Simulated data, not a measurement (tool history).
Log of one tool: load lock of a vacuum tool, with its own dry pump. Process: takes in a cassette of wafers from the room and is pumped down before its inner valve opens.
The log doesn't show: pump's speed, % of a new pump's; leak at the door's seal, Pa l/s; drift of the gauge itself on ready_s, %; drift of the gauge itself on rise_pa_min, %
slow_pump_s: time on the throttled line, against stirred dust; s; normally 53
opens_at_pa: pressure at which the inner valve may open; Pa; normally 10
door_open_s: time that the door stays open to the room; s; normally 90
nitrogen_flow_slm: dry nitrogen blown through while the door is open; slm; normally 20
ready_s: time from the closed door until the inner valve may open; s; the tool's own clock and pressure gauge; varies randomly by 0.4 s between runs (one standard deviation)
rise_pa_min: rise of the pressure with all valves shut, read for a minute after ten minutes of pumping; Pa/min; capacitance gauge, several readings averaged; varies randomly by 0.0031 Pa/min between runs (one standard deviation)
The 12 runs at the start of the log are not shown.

run	day	slow_pump_s	opens_at_pa	door_open_s	nitrogen_flow_slm	hours that the pump has run since its overhaul	times that the door has closed on its seal	incoming humidity of the room's air, %	ready_s	rise_pa_min
13	216.517	32	10	90	20	17749	37494	45.2	61.8	0.131
14	229.504	53	10	90	20	18060	38090	48.8	80.2	0.132
15	253.938	53	10	90	20	18647	39211	45.1	79.9	0.130
16	267.471	53	10	90	20	18972	39832	44.3	80.7	0.134
17	288.558	53	10	90	5	19478	40799	44.9	80.1	0.156
18	311.592	53	10	39	20	20031	41856	44.8	80.7	0.116
19	323.396	53	7	116	13	20314	42398	44.6	82.5	0.154
20	343.654	53	10	183	20	20800	43327	45.0	81.0	0.162
21	366.483	53	10	183	20	21348	44374	45.9	80.5	0.171
22	384.962	53	10	183	20	21791	45222	46.6	81.6	0.180
# day 404.825: dry pump taken out, an overhauled one fitted
23	404.825	53	10	183	20	0	46122	43.0	73.7	0.172
24	427.354	53	10	183	20	541	47156	44.9	74.5	0.183
25	444.771	53	10	183	20	959	47955	45.6	73.3	0.182
26	459.629	73	16	183	26	1315	48636	43.9	90.7	0.169
27	479.971	64	12	153	27	1803	49570	44.9	84.1	0.169
28	494.621	88	10	90	10	2155	50242	43.5	105.2	0.172
29	506.500	88	13	196	10	2440	50787	41.5	104.5	0.203
30	529.038	88	13	196	10	2981	51821	42.7	104.7	0.212
31	555.071	88	13	196	10	3606	53015	40.1	104.7	0.211
32	568.492	71	10	41	14	3928	53631	47.6	89.3	0.164
33	582.488	71	10	41	14	4264	54273	43.5	90.3	0.159
34	603.967	71	10	70	14	4779	55258	47.5	91.1	0.191
35	623.842	73	10	70	14	5256	56170	45.5	92.6	0.179
36	637.733	47	9	44	17	5590	56807	48.7	70.9	0.185

Forecast each of these 4 alternatives for the next run:
A	648.783	47	9	71	20	5855	57314	42.9	?	?
B	648.783	43	10	64	6	5855	57314	44.0	?	?
C	648.783	47	9	42	17	5855	57314	44.0	?	?
D	648.783	47	10	44	17	5855	57314	47.3	?	?

run	ready_s	rise_pa_min
A	70.7	0.182
B	66.7	0.189
C	71.0	0.173
D	70.1	0.180
Take away the tool's hidden state, keep each run's random variation, and the runs would have read:
run	ready_s	rise_pa_min
A	69.2	0.054
B	65.2	0.061
C	69.4	0.044
D	68.6	0.052
